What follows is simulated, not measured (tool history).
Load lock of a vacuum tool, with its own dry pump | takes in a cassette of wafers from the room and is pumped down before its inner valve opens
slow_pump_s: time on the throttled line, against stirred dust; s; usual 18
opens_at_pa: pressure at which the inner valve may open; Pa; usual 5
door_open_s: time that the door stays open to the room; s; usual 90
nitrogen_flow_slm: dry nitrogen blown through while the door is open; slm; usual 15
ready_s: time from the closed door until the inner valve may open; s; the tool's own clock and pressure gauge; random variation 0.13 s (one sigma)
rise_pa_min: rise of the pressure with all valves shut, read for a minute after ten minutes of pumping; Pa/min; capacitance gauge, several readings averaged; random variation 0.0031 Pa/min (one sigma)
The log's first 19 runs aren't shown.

run    hour  slow_pump_s  opens_at_pa  door_open_s  nitrogen_flow_slm  hours that the pump has run since its overhaul  times that the door has closed on its seal  incoming humidity of the room's air, %  ready_s  rise_pa_min
 20  4408.7           18            5           71                 29                                           13928                                       12928                                    46.9     32.4        0.048
 21  4596.5           18            5           71                 29                                           14115                                       13143                                    46.1     32.2        0.047
 22  4825.5           18            5          239                 29                                           14345                                       13405                                    47.9     32.3        0.088
 23  5017.8           18            5          239                 29                                           14537                                       13626                                    45.4     32.3        0.085
 24  5307.6           16            5          231                 17                                           14827                                       13957                                    41.9     30.5        0.102
 25  5589.1           16            5          231                 17                                           15108                                       14280                                    44.4     30.5        0.106
 26  5849.3           16            5          231                 17                                           15368                                       14577                                    44.9     30.8        0.107
 27  6162.6           21            6           90                 15                                           15682                                       14936                                    46.5     34.6        0.075
 28  6484.8           21            6           90                 15                                           16004                                       15305                                    47.4     34.5        0.076
 29  6744.7           18            5           34                 15                                           16264                                       15603                                    46.9     32.1        0.041
 30  7047.1           30            6           34                  8                                           16566                                       15949                                    47.7     41.9        0.058
     7306.2  -- dry pump taken out, an overhauled one fitted
 31  7391.3           18            8           26                 18                                              85                                       16336                                    42.5     31.4        0.033
 32  7697.1           18            8           26                 18                                             391                                       16686                                    43.1     31.4        0.033
 33  7891.6           18            8           26                 18                                             585                                       16909                                    46.8     31.4        0.036
 34  8121.3           11            9           94                 15                                             815                                       17172                                      44     25.2        0.072
 35  8295.4           14            9           94                  6                                             989                                       17371                                    46.5     27.9        0.097
 36  8543.4           23            5           90                 15                                            1237                                       17655                                      44     36.4        0.069
 37  8897.3           24            5           89                 15                                            1591                                       18060                                    44.9     37.4        0.068

Forecast each of these 4 alternatives for the next run:
  A  9225.9           18           10           90                 15                                            1920                                       18436                                    40.8        ?            ?
  B  9225.9           24            7          217                 15                                            1920                                       18436                                    43.8        ?            ?
  C  9225.9           18            5          174                 15                                            1920                                       18436                                    43.6        ?            ?
  D  9225.9           24            7           43                 32                                            1920                                       18436                                    44.3        ?            ?

run  ready_s  rise_pa_min
  A     30.7        0.062
  B     36.6        0.108
  C     32.3        0.102
  D     36.6        0.035
Without the tool's hidden state the same runs would have given:
run  ready_s  rise_pa_min
  A     30.7        0.062
  B     36.6        0.108
  C     32.2        0.102
  D     36.6        0.034
